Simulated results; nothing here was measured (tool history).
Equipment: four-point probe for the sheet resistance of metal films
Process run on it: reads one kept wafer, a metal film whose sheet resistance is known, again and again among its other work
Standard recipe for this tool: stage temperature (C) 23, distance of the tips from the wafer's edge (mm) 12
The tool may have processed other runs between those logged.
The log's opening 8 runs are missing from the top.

run     day  stage temperature (C)  distance of the tips from the wafer's edge (mm)  touches since the probe head was changed  hours of work since the stage's thermometer was calibrated  sheet resistance as the instrument gives it (ohm/square)
  9  13.046                     23                                               12                                     45194                                                         478                                                  8.799197
 10  15.304                     23                                               12                                     46928                                                         511                                                  8.798665
 11  16.975                     23                                               12                                     48212                                                         535                                                  8.796594
 12  18.438                     23                                                6                                     49332                                                         556                                                  8.822873
 13  20.575                     23                                               11                                     50975                                                         587                                                  8.795333
 14  21.754                     23                                               12                                     51881                                                         605                                                  8.790818
 15  22.812                     23                                               12                                     52693                                                         620                                                  8.790798
 16  25.275                     23                                               12                                     54585                                                         656                                                  8.791403
 17  26.988                     29                                               12                                     55899                                                         681                                                  8.761771
 18  29.504                     22                                                5                                     57833                                                         717                                                  8.836699
 19  31.754                     27                                               27                                     59559                                                         750                                                  8.761814
 20  32.962                     21                                               12                                     60489                                                         767                                                  8.799696
 21  34.917                     28                                                3                                     61989                                                         796                                                  8.883459
 22  36.783                     21                                               10                                     63422                                                         823                                                  8.799243
 23  38.842                     23                                               72                                     65002                                                         853                                                  8.775435
 24  40.512                     19                                                4                                     66285                                                         877                                                  8.869759
 25  42.017                     26                                               12                                     67441                                                         899                                                  8.770297
 26  43.712                     26                                               30                                     68745                                                         924                                                  8.762020
 27  45.112                     19                                                5                                     69820                                                         944                                                  8.841184
 28  46.167                     29                                               52                                     70629                                                         959                                                  8.744016
 29  48.575                     35                                               57                                     72477                                                         994                                                  8.715555
 30  50.058                     18                                                6                                     73617                                                        1016                                                  8.828146
 31  51.450                     18                                                6                                     74685                                                        1036                                                  8.830945
 32  53.212                     31                                               45                                     76039                                                        1062                                                  8.734315

Branching from run 32: 3 alternative next runs. What would each branch give?
  A  55.092                     24                                               45                                     77483                                                        1089                                                         ?
  B  55.092                     34                                               41                                     77483                                                        1089                                                         ?
  C  55.092                     29                                               32                                     77483                                                        1089                                                         ?

run  sheet resistance as the instrument gives it (ohm/square)
  A                                                  8.765813
  B                                                  8.713781
  C                                                  8.740982
With the hidden condition removed and each run's random variation left untouched, the same runs would have given:
run  sheet resistance as the instrument gives it (ohm/square)
  A                                                  8.777332
  B                                                  8.725104
  C                                                  8.752404
